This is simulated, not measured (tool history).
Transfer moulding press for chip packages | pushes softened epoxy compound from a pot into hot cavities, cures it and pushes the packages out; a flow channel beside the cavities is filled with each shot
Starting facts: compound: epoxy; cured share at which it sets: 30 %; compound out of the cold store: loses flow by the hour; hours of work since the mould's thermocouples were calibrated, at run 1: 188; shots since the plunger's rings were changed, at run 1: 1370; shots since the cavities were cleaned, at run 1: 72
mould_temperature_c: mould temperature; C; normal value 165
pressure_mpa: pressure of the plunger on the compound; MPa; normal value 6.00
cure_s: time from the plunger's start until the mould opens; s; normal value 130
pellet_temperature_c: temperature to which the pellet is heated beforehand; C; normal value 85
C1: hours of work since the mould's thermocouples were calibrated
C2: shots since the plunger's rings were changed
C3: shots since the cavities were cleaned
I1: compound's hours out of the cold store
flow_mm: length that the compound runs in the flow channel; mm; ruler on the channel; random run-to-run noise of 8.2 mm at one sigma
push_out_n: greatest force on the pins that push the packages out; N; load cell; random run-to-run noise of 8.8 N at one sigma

Run 1, hour 0.0: usual settings; C1 188; C2 1370; C3 72; I1 8.2. Result: flow_mm 1027 mm, push_out_n 477 N.
Run 2, hour 15.3: usual settings but pellet_temperature_c 89 C; C1 198; C2 1513; C3 215; I1 12.3. Result: flow_mm 1018 mm, push_out_n 528 N.
Run 3, hour 28.8: usual settings but pellet_temperature_c 89 C; C1 207; C2 1639; C3 341; I1 39.2. Result: flow_mm 895 mm, push_out_n 508 N.
Run 4, hour 46.5: usual settings; C1 218; C2 1806; C3 508; I1 22.1. Result: flow_mm 975 mm, push_out_n 578 N.
At hour 57.1: cavities cleaned with cleaning compound and waxed.
Run 5, hour 69.0: usual settings; C1 232; C2 2003; C3 112; I1 36.4. Result: flow_mm 903 mm, push_out_n 430 N.
Run 6, hour 87.6: usual settings; C1 244; C2 2177; C3 286; I1 20.4. Result: flow_mm 968 mm, push_out_n 510 N.
Run 7, hour 107.7: usual settings; C1 257; C2 2366; C3 475; I1 37.7. Result: flow_mm 900 mm, push_out_n 554 N.
At hour 121.2: cavities cleaned with cleaning compound and waxed.
Run 8, hour 126.3: usual settings; C1 268; C2 2527; C3 48; I1 16.0. Result: flow_mm 982 mm, push_out_n 452 N.
Run 9, hour 140.1: usual settings but cure_s 159 s; C1 277; C2 2656; C3 177; I1 8.1. Result: flow_mm 1004 mm, push_out_n 369 N.
Run 10, hour 150.5: usual settings but pressure_mpa 6.82 MPa; C1 284; C2 2753; C3 274; I1 15.4. Result: flow_mm 1051 mm, push_out_n 499 N.
Run 11, hour 166.0: usual settings but pressure_mpa 6.82 MPa; C1 294; C2 2899; C3 420; I1 34.6. Result: flow_mm 959 mm, push_out_n 538 N.
Run 12, hour 183.3: usual settings but pellet_temperature_c 84 C; C1 305; C2 3061; C3 582; I1 22.2. Result: flow_mm 950 mm, push_out_n 593 N.
At hour 185.7: cavities cleaned with cleaning compound and waxed.
Run 13, hour 206.2: usual settings but mould_temperature_c 172 C, pressure_mpa 4.92 MPa, cure_s 121 s, pellet_temperature_c 84 C; C1 319; C2 3262; C3 192; I1 17.4. Result: flow_mm 822 mm, push_out_n 388 N.
Run 14, hour 223.3: usual settings but mould_temperature_c 172 C, pressure_mpa 4.92 MPa, cure_s 121 s, pellet_temperature_c 84 C; C1 330; C2 3422; C3 352; I1 24.4. Result: flow_mm 803 mm, push_out_n 406 N.
Run 15, hour 242.5: usual settings but mould_temperature_c 172 C, pressure_mpa 5.88 MPa, cure_s 121 s, pellet_temperature_c 84 C; C1 342; C2 3602; C3 532; I1 34.4. Result: flow_mm 831 mm, push_out_n 450 N.
At hour 250.4: cavities cleaned with cleaning compound and waxed.
Run 16, hour 265.2: usual settings but mould_temperature_c 171 C, pressure_mpa 5.74 MPa, cure_s 155 s; C1 356; C2 3801; C3 138; I1 28.4. Result: flow_mm 850 mm, push_out_n 340 N.
At hour 279.7: mould's thermocouples calibrated.
Run 17, hour 279.7: usual settings but mould_temperature_c 171 C, pressure_mpa 5.74 MPa, cure_s 155 s; C1 0; C2 3919; C3 256; I1 32.7. Result: flow_mm 819 mm, push_out_n 355 N.
Run 18, hour 291.4: usual settings but mould_temperature_c 162 C, pressure_mpa 6.13 MPa, cure_s 148 s, pellet_temperature_c 89 C; C1 8; C2 4028; C3 365; I1 29.9. Result: flow_mm 914 mm, push_out_n 494 N.
Run 19, hour 302.3: usual settings but mould_temperature_c 166 C, pressure_mpa 6.18 MPa; C1 15; C2 4131; C3 468; I1 44.1. Result: flow_mm 853 mm, push_out_n 495 N.
Run 20, hour 312.6: usual settings but mould_temperature_c 168 C, pressure_mpa 4.85 MPa, cure_s 140 s, pellet_temperature_c 80 C; C1 21; C2 4228; C3 565; I1 20.4. Result: flow_mm 798 mm, push_out_n 471 N.
At hour 317.1: cavities cleaned with cleaning compound and waxed.
Run 21, hour 328.4: usual settings but mould_temperature_c 171 C, pressure_mpa 5.98 MPa, cure_s 164 s, pellet_temperature_c 79 C; C1 31; C2 4362; C3 106; I1 34.1. Result: flow_mm 838 mm, push_out_n 343 N.
Run 22, hour 345.1: usual settings but mould_temperature_c 171 C, pressure_mpa 5.98 MPa, cure_s 164 s, pellet_temperature_c 79 C; C1 41; C2 4518; C3 262; I1 22.9. Result: flow_mm 873 mm, push_out_n 372 N.
Run 23, hour 358.9: usual settings but cure_s 139 s; C1 50; C2 4647; C3 391; I1 19.8. Result: flow_mm 908 mm, push_out_n 497 N.

Alternative continuations, all from the tool just after run 23; predict every row:
Run A, hour 370.4: usual settings but pressure_mpa 6.47 MPa, pellet_temperature_c 79 C; C1 58; C2 4756; C3 500; I1 28.1. Result: flow_mm ?, push_out_n ?.
Run B, hour 370.4: usual settings but cure_s 126 s; C1 58; C2 4756; C3 500; I1 13.0. Result: flow_mm ?, push_out_n ?.
Run C, hour 370.4: usual settings but cure_s 139 s, pellet_temperature_c 88 C; C1 58; C2 4756; C3 500; I1 39.6. Result: flow_mm ?, push_out_n ?.
Run D, hour 370.4: usual settings but mould_temperature_c 161 C, pressure_mpa 6.81 MPa, cure_s 139 s; C1 58; C2 4756; C3 500; I1 11.4. Result: flow_mm ?, push_out_n ?.

run  flow_mm  push_out_n
  A      922         561
  B      934         587
  C      835         472
  D     1045         673
With no hidden state in the tool, these same runs would have given:
run  flow_mm  push_out_n
  A     1018         404
  B     1031         421
  C      922         340
  D     1154         483
